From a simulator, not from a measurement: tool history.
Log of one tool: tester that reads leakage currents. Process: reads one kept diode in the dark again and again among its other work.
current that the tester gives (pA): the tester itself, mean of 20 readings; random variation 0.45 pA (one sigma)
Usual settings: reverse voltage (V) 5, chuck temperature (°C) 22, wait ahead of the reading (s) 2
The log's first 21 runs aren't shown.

run	hour	reverse voltage (V)	chuck temperature (°C)	wait ahead of the reading (s)	hours of work since the probe card was cleaned	hours of work since the tester was calibrated	hours of work since the chuck was calibrated	current that the tester gives (pA)
# hour 2918.8: chuck's temperature calibrated
22	2918.8	2.48	27	4.6	2133	685	0	167.53
23	3071.4	3.74	22	0.34	2249	801	116	132.32
24	3256.4	1.43	20	0.34	2390	942	257	66.22
25	3349.7	1.43	20	0.34	2461	1013	328	66.34
26	3431.1	1.05	20	1.98	2523	1075	390	55.98
27	3570.1	1.05	20	1.98	2628	1181	496	56.01
28	3661.3	1.05	20	1.98	2698	1250	565	55.92
29	3746.2	4.99	55	6.34	2762	1315	630	2552.69
30	3861.7	4.99	55	6.34	2850	1403	718	2556.36
# hour 3875.7: chuck's temperature calibrated
31	4003.2	16.38	23	2	2957	1509	97	304.97
# hour 4184.8: probe card cleaned and baked
32	4193.6	5	35	1.28	7	1652	240	495.31
33	4301.9	5	35	1.28	89	1734	322	493.76
34	4461	16.71	22	8.69	210	1855	443	278.71
35	4608.9	3.88	45	1.1	323	1968	556	1013.61
36	4735.2	3.88	27	3.69	419	2064	652	210.65
37	4816.7	6.14	22	1.59	481	2126	714	166.88
# hour 4829.4: chuck's temperature calibrated
38	4903	6.14	33	0.54	545	2190	56	459.52

4 ways to go on from here, each from the tool as it stands after run 38. What would each give?
A	4985.7	5	54	0.77	608	2253	119	?
B	4985.7	2.49	38	1.33	608	2253	119	?
C	4985.7	5	24	2.35	608	2253	119	?
D	4985.7	6.14	33	4	608	2253	119	?

run	current that the tester gives (pA)
A	2362.82
B	446.49
C	180.94
D	457.5
Without the tool's hidden state the same runs would have given:
run	current that the tester gives (pA)
A	2362.35
B	446.39
C	180.9
D	457.39
